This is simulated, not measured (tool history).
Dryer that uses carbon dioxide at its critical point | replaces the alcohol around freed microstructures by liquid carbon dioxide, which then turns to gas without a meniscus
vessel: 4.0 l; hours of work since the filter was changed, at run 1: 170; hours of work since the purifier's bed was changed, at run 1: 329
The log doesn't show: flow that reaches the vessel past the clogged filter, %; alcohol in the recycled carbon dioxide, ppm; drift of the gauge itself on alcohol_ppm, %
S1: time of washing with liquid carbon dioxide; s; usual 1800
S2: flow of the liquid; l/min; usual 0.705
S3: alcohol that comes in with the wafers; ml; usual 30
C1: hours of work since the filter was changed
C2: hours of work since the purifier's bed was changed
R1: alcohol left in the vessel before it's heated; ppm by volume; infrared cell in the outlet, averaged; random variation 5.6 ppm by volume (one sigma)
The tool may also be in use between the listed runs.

run	day	S1	S2	S3	C1	C2	R1
1	0.000	1800	0.705	30	170	329	253
2	0.767	2520	0.705	30	178	337	103
3	1.254	2040	0.705	30	183	343	181
4	1.708	2040	0.705	30	188	347	179
5	2.421	1800	0.705	30	195	355	261
6	3.042	1800	0.705	71	202	362	559
7	3.404	1800	0.705	71	206	366	549
8	3.892	1800	0.705	71	211	371	557
9	4.408	1800	0.705	30	217	376	279
10	5.158	1800	0.705	30	225	384	266
11	5.546	1080	0.705	30	229	388	944
12	6.083	1080	0.705	30	234	394	954
13	6.533	1740	0.705	30	239	399	300
14	6.971	1740	0.705	110	244	404	971
15	7.588	1200	0.705	30	250	410	783
16	8.279	1200	0.705	30	258	418	786
17	8.917	1800	0.705	30	265	424	288
18	9.525	1800	0.705	30	271	431	291
19	10.150	1800	0.705	30	278	437	305
20	10.742	1800	0.705	30	284	444	299
21	11.238	1800	1.190	30	289	449	83
22	12.017	1800	0.579	30	298	457	521
23	12.667	1620	0.705	30	305	464	394
24	12.988	2460	0.705	30	308	468	136
25	13.479	1800	0.658	98	313	473	1046
26	13.988	1800	0.694	21	319	478	249
27	14.562	2400	0.828	62	325	485	144
28	14.933	1320	0.466	30	329	488	1546
29	15.583	1440	0.705	42	336	495	743
30	15.958	1440	0.705	42	340	499	738
31	16.292	1260	0.705	75	343	503	1761
32	16.862	2280	0.981	48	349	509	106
33	17.312	1800	0.522	34	354	514	779
34	17.712	1800	0.522	34	358	518	792
35	18.108	1680	0.705	42	363	522	521
36	18.629	2340	0.487	43	368	528	628
37	19.133	2040	0.497	23	374	533	482
38	19.454	1260	0.777	27	377	537	562
39	19.833	2340	0.476	54	381	541	823
40	20.446	2340	0.476	70	388	547	1034
41	21.000	2340	0.476	70	393	553	1064
42	21.350	2340	0.476	70	397	557	1047
43	21.829	2340	0.476	70	402	562	1049
44	22.217	1800	0.705	118	406	566	1101
45	22.854	1800	0.705	118	413	573	1074
46	23.196	2280	0.705	106	417	577	459
47	23.688	1560	0.773	30	422	582	394

3 ways to go on from here, each from the tool as it stands after run 47. What would each give?
A	24.162	1560	0.773	26	427	587	?
B	24.162	2640	0.430	59	427	587	?
C	24.162	2040	0.504	30	427	587	?

run	R1
A	334
B	906
C	596
Without the tool's hidden state the same runs would have given:
run	R1
A	161
B	560
C	358

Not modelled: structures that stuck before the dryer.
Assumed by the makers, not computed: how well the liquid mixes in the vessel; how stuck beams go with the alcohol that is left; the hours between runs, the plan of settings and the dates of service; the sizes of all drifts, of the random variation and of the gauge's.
